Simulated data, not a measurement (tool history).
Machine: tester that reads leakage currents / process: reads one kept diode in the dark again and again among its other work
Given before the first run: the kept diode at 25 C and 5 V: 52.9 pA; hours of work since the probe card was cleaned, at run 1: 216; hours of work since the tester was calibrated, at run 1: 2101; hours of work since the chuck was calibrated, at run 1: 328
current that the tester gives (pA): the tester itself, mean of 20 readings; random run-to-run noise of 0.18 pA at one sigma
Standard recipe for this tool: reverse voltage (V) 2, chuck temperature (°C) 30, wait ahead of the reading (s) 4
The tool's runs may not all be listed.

| run | hour | reverse voltage (V) | chuck temperature (°C) | wait ahead of the reading (s) | hours of work since the probe card was cleaned | hours of work since the tester was calibrated | hours of work since the chuck was calibrated | current that the tester gives (pA) |
|---|---|---|---|---|---|---|---|---|
| 1 | 0 | 2 | 30 | 4 | 216 | 2101 | 328 | 61.18 |
| 2 | 189.4 | 2 | 30 | 4 | 295 | 2179 | 406 | 61.05 |
| 3 | 344.9 | 2 | 36 | 4 | 359 | 2244 | 471 | 106.65 |
| 4 | 460.8 | 2 | 36 | 4 | 407 | 2292 | 519 | 106.34 |
| 5 | 570.5 | 2 | 36 | 4 | 452 | 2337 | 564 | 106.09 |
| 6 | 652 | 2 | 46 | 4 | 486 | 2371 | 598 | 255.86 |
| 7 | 746.1 | 2 | 46 | 4 | 525 | 2410 | 636 | 254.15 |
| 8 | 838.8 | 2 | 46 | 4 | 563 | 2448 | 675 | 254.52 |
| 9 | 990.4 | 2 | 46 | 4 | 626 | 2510 | 737 | 254.44 |
| 10 | 1070.1 | 2 | 46 | 4 | 659 | 2543 | 770 | 254.32 |
| 11 | 1169.5 | 2 | 46 | 0.5 | 700 | 2585 | 811 | 255.65 |
| 12 | 1319.3 | 2 | 46 | 0.5 | 762 | 2646 | 873 | 254.44 |
| 13 | 1508.8 | 2 | 46 | 2.25 | 840 | 2725 | 952 | 252.45 |
| 14 | 1673.6 | 2 | 30 | 4 | 908 | 2793 | 1020 | 60.22 |
| 15 | 1803.7 | 2 | 30 | 4 | 962 | 2847 | 1074 | 60.03 |
| 16 | 1901.8 | 2 | 30 | 4 | 1002 | 2887 | 1114 | 59.76 |
|  | 1914.3 | chuck's temperature calibrated |
| 17 | 2076.9 | 8.49 | 34 | 4 | 1074 | 2959 | 67 | 151.13 |
| 18 | 2230.2 | 9.15 | 30 | 0.34 | 1137 | 3022 | 131 | 113.63 |
| 19 | 2385.5 | 13.14 | 30 | 0.34 | 1201 | 3086 | 195 | 132.49 |
| 20 | 2463.5 | 1.39 | 52 | 4 | 1234 | 3118 | 227 | 359.88 |
| 21 | 2641 | 14.35 | 30 | 1.55 | 1307 | 3192 | 300 | 130.71 |
| 22 | 2726.1 | 2 | 30 | 1.69 | 1342 | 3227 | 336 | 59.71 |
|  | 2790.6 | chuck's temperature calibrated, once more |
| 23 | 2828.4 | 1.94 | 39 | 3.2 | 1384 | 3268 | 16 | 139.74 |
| 24 | 2960.5 | 13.25 | 22 | 1.97 | 1438 | 3323 | 70 | 64.18 |
| 25 | 3055.9 | 13.52 | 22 | 8.12 | 1478 | 3362 | 110 | 63.79 |
| 26 | 3135.2 | 13.52 | 22 | 8.12 | 1510 | 3395 | 142 | 64.27 |
| 27 | 3300.2 | 2.69 | 43 | 8.12 | 1579 | 3463 | 211 | 224.07 |
| 28 | 3489.5 | 2 | 54 | 6.54 | 1657 | 3542 | 289 | 500.68 |

Consider 4 possible next runs. They are alternatives, not a sequence: every one starts from the tool as it was left by run 28. What does each give?
| A | 3643.4 | 2 | 54 | 9.46 | 1720 | 3605 | 352 | ? |
| B | 3643.4 | 5.73 | 49 | 6.54 | 1720 | 3605 | 352 | ? |
| C | 3643.4 | 10.14 | 23 | 0.45 | 1720 | 3605 | 352 | ? |
| D | 3643.4 | 3.26 | 30 | 0.58 | 1720 | 3605 | 352 | ? |

| run | current that the tester gives (pA) |
|---|---|
| A | 500.47 |
| B | 494.89 |
| C | 66.73 |
| D | 75.88 |
What these runs would have given with no unlogged condition in the tool:
| run | current that the tester gives (pA) |
|---|---|
| A | 497.08 |
| B | 489.97 |
| C | 61.93 |
| D | 74.12 |

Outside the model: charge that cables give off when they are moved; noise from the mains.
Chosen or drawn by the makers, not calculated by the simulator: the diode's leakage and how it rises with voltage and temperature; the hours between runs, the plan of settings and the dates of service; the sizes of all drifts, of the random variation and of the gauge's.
